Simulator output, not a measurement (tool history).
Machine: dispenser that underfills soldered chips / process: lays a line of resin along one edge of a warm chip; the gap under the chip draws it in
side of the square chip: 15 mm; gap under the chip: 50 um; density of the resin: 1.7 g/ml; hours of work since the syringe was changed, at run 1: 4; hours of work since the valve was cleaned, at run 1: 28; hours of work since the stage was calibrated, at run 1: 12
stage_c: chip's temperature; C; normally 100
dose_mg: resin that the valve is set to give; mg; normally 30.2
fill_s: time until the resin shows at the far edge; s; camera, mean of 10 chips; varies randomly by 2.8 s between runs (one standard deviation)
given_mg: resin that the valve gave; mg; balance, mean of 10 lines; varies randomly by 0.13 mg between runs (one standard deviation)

| run | hour | stage_c | dose_mg | hours of work since the syringe was changed | hours of work since the valve was cleaned | hours of work since the stage was calibrated | fill_s | given_mg |
|---|---|---|---|---|---|---|---|---|
| 1 | 0.0 | 100 | 30.2 | 4 | 28 | 12 | 346.9 | 29.84 |
|  | 5.3 | new syringe of resin |
| 2 | 7.9 | 100 | 36.8 | 2 | 33 | 18 | 311.4 | 36.23 |
| 3 | 14.7 | 100 | 36.8 | 7 | 39 | 23 | 415.5 | 35.99 |
|  | 16.0 | new syringe of resin |
| 4 | 21.4 | 100 | 36.8 | 4 | 43 | 28 | 338.9 | 35.89 |
| 5 | 24.6 | 100 | 36.8 | 7 | 46 | 30 | 399.8 | 35.46 |
|  | 26.7 | new syringe of resin |
| 6 | 29.4 | 100 | 36.8 | 2 | 49 | 33 | 307.9 | 35.52 |
| 7 | 34.2 | 113 | 30.2 | 6 | 53 | 37 | 284.8 | 29.22 |
|  | 37.3 | new syringe of resin |
| 8 | 38.3 | 93 | 30.2 | 1 | 56 | 40 | 354.5 | 29.22 |
| 9 | 45.5 | 113 | 30.2 | 6 | 61 | 45 | 290.0 | 29.19 |
|  | 47.8 | new syringe of resin |
| 10 | 49.3 | 113 | 30.2 | 1 | 64 | 48 | 217.3 | 29.09 |
| 11 | 52.5 | 100 | 30.2 | 4 | 66 | 50 | 345.5 | 28.95 |
|  | 58.5 | new syringe of resin |
| 12 | 58.5 | 100 | 30.2 | 0 | 71 | 55 | 273.8 | 28.65 |
| 13 | 61.8 | 100 | 30.2 | 3 | 73 | 57 | 320.9 | 28.71 |
| 14 | 66.9 | 100 | 30.2 | 6 | 77 | 61 | 400.4 | 28.71 |
|  | 69.0 | new syringe of resin |
| 15 | 71.8 | 100 | 37.0 | 2 | 80 | 65 | 306.0 | 34.93 |
| 16 | 78.4 | 107 | 34.2 | 7 | 85 | 70 | 331.6 | 32.26 |
|  | 79.6 | new syringe of resin |
| 17 | 85.9 | 107 | 34.2 | 5 | 91 | 75 | 299.9 | 32.43 |
|  | 90.3 | new syringe of resin |
| 18 | 91.2 | 111 | 30.2 | 1 | 95 | 79 | 217.2 | 28.33 |
| 19 | 96.9 | 88 | 34.3 | 5 | 99 | 83 | 519.8 | 32.04 |
|  | 100.8 | new syringe of resin |
| 20 | 102.8 | 93 | 26.5 | 2 | 103 | 87 | 377.3 | 24.67 |
| 21 | 107.4 | 93 | 26.5 | 5 | 107 | 91 | 473.2 | 24.68 |
|  | 109.6 | dispensing valve cleaned and set on the balance |
|  | 112.3 | new syringe of resin |
| 22 | 112.3 | 97 | 30.6 | 0 | 2 | 94 | 296.9 | 30.55 |
| 23 | 116.5 | 111 | 32.5 | 3 | 5 | 97 | 247.9 | 32.15 |
| 24 | 121.0 | 106 | 27.8 | 7 | 8 | 100 | 357.5 | 27.30 |
|  | 123.0 | new syringe of resin |
| 25 | 124.6 | 106 | 27.8 | 1 | 11 | 103 | 248.9 | 27.42 |
| 26 | 131.0 | 106 | 27.8 | 6 | 16 | 107 | 337.0 | 27.28 |
|  | 133.4 | new syringe of resin |
| 27 | 136.1 | 106 | 27.8 | 2 | 19 | 111 | 269.1 | 27.34 |
| 28 | 141.3 | 106 | 25.8 | 6 | 23 | 115 | 349.7 | 25.34 |
|  | 143.8 | new syringe of resin |
| 29 | 149.1 | 108 | 36.0 | 4 | 29 | 121 | 281.6 | 35.09 |
|  | 154.2 | new syringe of resin |
| 30 | 154.7 | 103 | 29.6 | 0 | 33 | 125 | 259.6 | 28.82 |

Difference, measured minus no-hidden-state, one row per run. Run-to-run variation is common to both terms; the gauge's own scatter need not be:
Unlogged tool condition in this case: resin's viscosity, % of fresh resin's; dose that the valve gives, % of what is set; true chip temperature over the reading, C; drift of the gauge itself on fill_s, %; drift of the gauge itself on given_mg, %.
| run | fill_s | given_mg |
|---|---|---|
| 1 | +69.6 | -0.48 |
| 2 | +35.7 | -0.73 |
| 3 | +145.0 | -0.87 |
| 4 | +69.6 | -0.99 |
| 5 | +125.9 | -1.06 |
| 6 | +38.6 | -1.14 |
| 7 | +85.1 | -1.02 |
| 8 | +16.1 | -1.08 |
| 9 | +91.0 | -1.20 |
| 10 | +14.4 | -1.26 |
| 11 | +67.0 | -1.31 |
| 12 | -3.0 | -1.39 |
| 13 | +41.8 | -1.45 |
| 14 | +124.6 | -1.55 |
| 15 | +30.0 | -1.99 |
| 16 | +109.6 | -1.96 |
| 17 | +76.0 | -2.11 |
| 18 | +10.8 | -1.94 |
| 19 | +136.7 | -2.31 |
| 20 | +37.3 | -1.86 |
| 21 | +127.2 | -1.93 |
| 22 | -0.9 | -0.15 |
| 23 | +42.0 | -0.25 |
| 24 | +115.4 | -0.28 |
| 25 | +10.9 | -0.33 |
| 26 | +95.4 | -0.43 |
| 27 | +29.9 | -0.49 |
| 28 | +104.6 | -0.52 |
| 29 | +58.6 | -0.89 |
| 30 | +3.4 | -0.82 |
